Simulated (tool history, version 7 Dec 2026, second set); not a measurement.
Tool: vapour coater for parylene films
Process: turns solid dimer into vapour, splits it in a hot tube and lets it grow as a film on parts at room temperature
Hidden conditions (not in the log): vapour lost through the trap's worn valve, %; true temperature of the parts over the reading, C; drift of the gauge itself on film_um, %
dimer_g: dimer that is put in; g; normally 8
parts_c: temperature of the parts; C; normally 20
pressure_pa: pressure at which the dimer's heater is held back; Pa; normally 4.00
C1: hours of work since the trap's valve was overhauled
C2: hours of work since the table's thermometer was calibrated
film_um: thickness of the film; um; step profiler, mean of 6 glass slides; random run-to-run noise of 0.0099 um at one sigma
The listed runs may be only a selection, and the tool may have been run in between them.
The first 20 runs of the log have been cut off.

run 21 hour=773.3 | dimer_g=5 parts_c=20 pressure_pa=4.69 | C1=106 C2=654 | film_um=0.987
run 22 hour=800.4 | dimer_g=5 parts_c=20 pressure_pa=6.49 | C1=124 C2=672 | film_um=0.955
run 23 hour=853.3 | dimer_g=5 parts_c=20 pressure_pa=6.49 | C1=157 C2=706 | film_um=0.930
run 24 hour=884.3 | dimer_g=8 parts_c=18 pressure_pa=3.09 | C1=177 C2=725 | film_um=1.707
-- hour=889.5 table's thermometer calibrated
run 25 hour=919.4 | dimer_g=7 parts_c=20 pressure_pa=7.25 | C1=199 C2=19 | film_um=1.280
run 26 hour=961.2 | dimer_g=7 parts_c=20 pressure_pa=7.25 | C1=226 C2=46 | film_um=1.268
run 27 hour=991.6 | dimer_g=7 parts_c=20 pressure_pa=7.25 | C1=245 C2=65 | film_um=1.255
-- hour=1012.0 table's thermometer calibrated, once more
run 28 hour=1047.8 | dimer_g=7 parts_c=20 pressure_pa=7.25 | C1=280 C2=23 | film_um=1.287
run 29 hour=1081.3 | dimer_g=5 parts_c=18 pressure_pa=7.25 | C1=302 C2=44 | film_um=0.948
run 30 hour=1112.4 | dimer_g=6 parts_c=17 pressure_pa=7.31 | C1=322 C2=64 | film_um=1.131
-- hour=1151.4 trap's valve overhauled
run 31 hour=1164.7 | dimer_g=12 parts_c=18 pressure_pa=8.89 | C1=8 C2=95 | film_um=2.377

What will run 32 give?
run 32 hour=1209.1 | dimer_g=9 parts_c=20 pressure_pa=2.39 | C1=37 C2=123 | film_um=?

Logged for run 32: film_um 1.991 um.
With no hidden state in the tool, this same run would have given film_um 2.024 um.

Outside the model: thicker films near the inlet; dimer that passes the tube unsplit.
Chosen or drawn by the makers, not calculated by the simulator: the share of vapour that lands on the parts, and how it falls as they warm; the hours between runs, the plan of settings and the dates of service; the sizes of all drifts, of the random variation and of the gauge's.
